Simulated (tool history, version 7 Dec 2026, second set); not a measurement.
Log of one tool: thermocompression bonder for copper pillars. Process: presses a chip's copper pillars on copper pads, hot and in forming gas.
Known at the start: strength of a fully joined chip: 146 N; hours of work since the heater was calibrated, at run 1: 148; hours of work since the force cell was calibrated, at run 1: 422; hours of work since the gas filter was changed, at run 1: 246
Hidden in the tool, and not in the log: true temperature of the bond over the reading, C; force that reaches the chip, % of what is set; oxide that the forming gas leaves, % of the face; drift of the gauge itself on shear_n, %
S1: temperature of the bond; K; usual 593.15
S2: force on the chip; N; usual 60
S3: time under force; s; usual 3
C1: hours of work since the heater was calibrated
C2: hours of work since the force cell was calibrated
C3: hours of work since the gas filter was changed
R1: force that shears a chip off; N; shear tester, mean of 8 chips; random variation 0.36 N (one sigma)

| run | hour | S1 | S2 | S3 | C1 | C2 | C3 | R1 |
|---|---|---|---|---|---|---|---|---|
| 1 | 0.0 | 593.15 | 60 | 3 | 148 | 422 | 246 | 49.4 |
| 2 | 9.2 | 593.15 | 60 | 3 | 152 | 426 | 250 | 49.7 |
| 3 | 19.0 | 593.15 | 60 | 3 | 156 | 431 | 254 | 49.4 |
| 4 | 28.2 | 593.15 | 60 | 3 | 161 | 435 | 258 | 49.1 |
| 5 | 34.8 | 593.15 | 60 | 3 | 163 | 438 | 261 | 49.0 |
| 6 | 41.9 | 593.15 | 60 | 3 | 167 | 441 | 264 | 49.4 |
| 7 | 48.8 | 593.15 | 60 | 3 | 170 | 444 | 268 | 49.4 |
| 8 | 57.3 | 593.15 | 60 | 3 | 174 | 448 | 271 | 49.1 |
|  | 62.8 | forming gas filter changed |
| 9 | 67.5 | 593.15 | 60 | 3 | 178 | 452 | 2 | 52.5 |
| 10 | 74.6 | 593.15 | 60 | 3 | 181 | 455 | 5 | 52.9 |
| 11 | 81.8 | 593.15 | 60 | 2 | 184 | 459 | 8 | 45.3 |
| 12 | 91.7 | 593.15 | 81 | 3 | 189 | 463 | 13 | 63.3 |
| 13 | 97.3 | 613.15 | 58 | 3 | 191 | 466 | 15 | 59.9 |
| 14 | 107.8 | 613.15 | 58 | 3 | 196 | 470 | 20 | 59.6 |
| 15 | 117.5 | 613.15 | 58 | 3 | 200 | 475 | 24 | 60.3 |
| 16 | 127.8 | 613.15 | 58 | 3 | 205 | 479 | 29 | 59.8 |
| 17 | 134.2 | 613.15 | 58 | 3 | 208 | 482 | 32 | 60.0 |
| 18 | 139.8 | 613.15 | 59 | 4 | 210 | 485 | 35 | 67.0 |
| 19 | 148.7 | 613.15 | 59 | 4 | 214 | 489 | 38 | 67.0 |
| 20 | 154.5 | 613.15 | 59 | 4 | 217 | 491 | 41 | 66.6 |
| 21 | 164.5 | 613.15 | 59 | 4 | 221 | 496 | 46 | 67.4 |

Forecast each of these 4 alternatives for the next run:
| A | 170.3 | 593.15 | 60 | 7 | 224 | 498 | 48 | ? |
| B | 170.3 | 613.15 | 50 | 5 | 224 | 498 | 48 | ? |
| C | 170.3 | 609.15 | 41 | 3 | 224 | 498 | 48 | ? |
| D | 170.3 | 593.15 | 72 | 3 | 224 | 498 | 48 | ? |

| run | R1 |
|---|---|
| A | 71.9 |
| B | 65.6 |
| C | 45.1 |
| D | 58.7 |
Without the tool's hidden state the same runs would have given:
| run | R1 |
|---|---|
| A | 73.9 |
| B | 67.5 |
| C | 46.6 |
| D | 60.5 |
